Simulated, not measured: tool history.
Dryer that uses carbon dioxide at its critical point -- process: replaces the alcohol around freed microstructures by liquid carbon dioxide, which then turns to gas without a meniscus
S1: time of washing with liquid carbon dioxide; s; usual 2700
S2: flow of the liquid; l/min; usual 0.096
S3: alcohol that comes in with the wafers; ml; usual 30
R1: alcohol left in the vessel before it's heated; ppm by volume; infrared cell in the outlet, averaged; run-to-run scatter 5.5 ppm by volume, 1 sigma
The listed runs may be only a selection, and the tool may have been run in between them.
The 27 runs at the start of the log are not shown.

run 28 hour=300.9 | S1=2040 S2=0.0833 S3=56 | R1=2799
run 29 hour=308 | S1=1740 S2=0.0833 S3=83 | R1=7188
run 30 hour=315.9 | S1=1740 S2=0.1199 S3=83 | R1=1710
run 31 hour=330.4 | S1=3360 S2=0.0722 S3=103 | R1=1070
run 32 hour=341.4 | S1=4260 S2=0.096 S3=31 | R1=48
run 33 hour=351.5 | S1=4260 S2=0.1428 S3=21 | R1=44
run 34 hour=359.2 | S1=3600 S2=0.0864 S3=49 | R1=151
run 35 hour=371.8 | S1=2700 S2=0.1339 S3=99 | R1=112
run 36 hour=379 | S1=3900 S2=0.1119 S3=44 | R1=45
-- hour=386.8 inlet filter changed
run 37 hour=388.8 | S1=2700 S2=0.0606 S3=43 | R1=2002
run 38 hour=399 | S1=2040 S2=0.0606 S3=60 | R1=6967
run 39 hour=414.8 | S1=3540 S2=0.0843 S3=33 | R1=106
run 40 hour=424.7 | S1=3120 S2=0.0843 S3=67 | R1=344

Below are 5 alternative next runs, each starting from the tool's condition after run 40. Predict each:
run A hour=440.5 | S1=4020 S2=0.0929 S3=96 | R1=?
run B hour=440.5 | S1=2520 S2=0.096 S3=30 | R1=?
run C hour=440.5 | S1=2700 S2=0.1212 S3=21 | R1=?
run D hour=440.5 | S1=3480 S2=0.0843 S3=67 | R1=?
run E hour=440.5 | S1=3960 S2=0.0843 S3=40 | R1=?

run=A R1=91
run=B R1=274
run=C R1=74
run=D R1=201
run=E R1=84
Had the tool no hidden state, the same runs would have come out as:
run=A R1=45
run=B R1=223
run=C R1=28
run=D R1=150
run=E R1=37
